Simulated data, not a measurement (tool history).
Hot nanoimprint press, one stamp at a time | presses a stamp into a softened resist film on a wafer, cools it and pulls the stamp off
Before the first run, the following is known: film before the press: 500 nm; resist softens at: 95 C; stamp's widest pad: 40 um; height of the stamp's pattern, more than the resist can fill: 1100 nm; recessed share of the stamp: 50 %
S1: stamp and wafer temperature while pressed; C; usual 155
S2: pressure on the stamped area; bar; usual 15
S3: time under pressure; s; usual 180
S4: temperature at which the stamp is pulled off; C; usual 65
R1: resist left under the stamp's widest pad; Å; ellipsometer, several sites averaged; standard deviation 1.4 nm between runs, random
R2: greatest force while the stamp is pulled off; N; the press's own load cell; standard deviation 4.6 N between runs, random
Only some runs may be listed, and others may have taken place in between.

run   hour   S1    S2   S3  S4    R1   R2
  1      0  155    15  180  65  2177  286
  2   21.4  155    15  180  72  2179  275
  3   36.5  155    15  180  65  2174  302
  4   58.4  155    15  180  65  2173  320
  5   73.1  155    15  180  65  2180  320
  6   92.1  155    15  180  65  2187  327
      97.1  -- plate thermocouple calibrated
  7  105.7  155    15  180  65  2153  327
  8  120.6  155    15  180  65  2214  351
  9  134.5  155    15  180  65  2198  353
     152.9  -- stamp cleaned and given a new release coat
       157  -- plate thermocouple calibrated, once more
 10  167.7  155    15  203  65  2091  232
 11  185.5  155   9.5  294  64  2194  249
 12  207.7  156  23.3  294  64  1406  252
 13  227.1  155  10.7  249  65  2246  263
 14  239.3  155    15  123  65  2573  258
 15  263.9  159    15  180  57  1790  298

Selected run-to-run steps in R1, each split into two signed amounts: the part the tool would show with no hidden state at all (from settings, incoming material and random variation), and the remainder, which goes to the hidden state together with any gauge scatter not common to the measured and the hidden-state-free results:
Unlogged tool condition in this case: true temperature over the reading, C; pressure that arrives at the usual setting, %; grip of the stamp's worn release coat, % over a new coat's; drift of the gauge itself on residual_nm, %; drift of the gauge itself on pull_off_n, %.
Run 11 -> 12: S1 155 -> 156, S2 9.5 -> 23.3. R1 -788 Å: hidden state +24, all else -812.
Run 12 -> 13: S1 156 -> 155, S2 23.3 -> 10.7, S3 294 -> 249, S4 64 -> 65. R1 +840 Å: hidden state -6, all else +846.
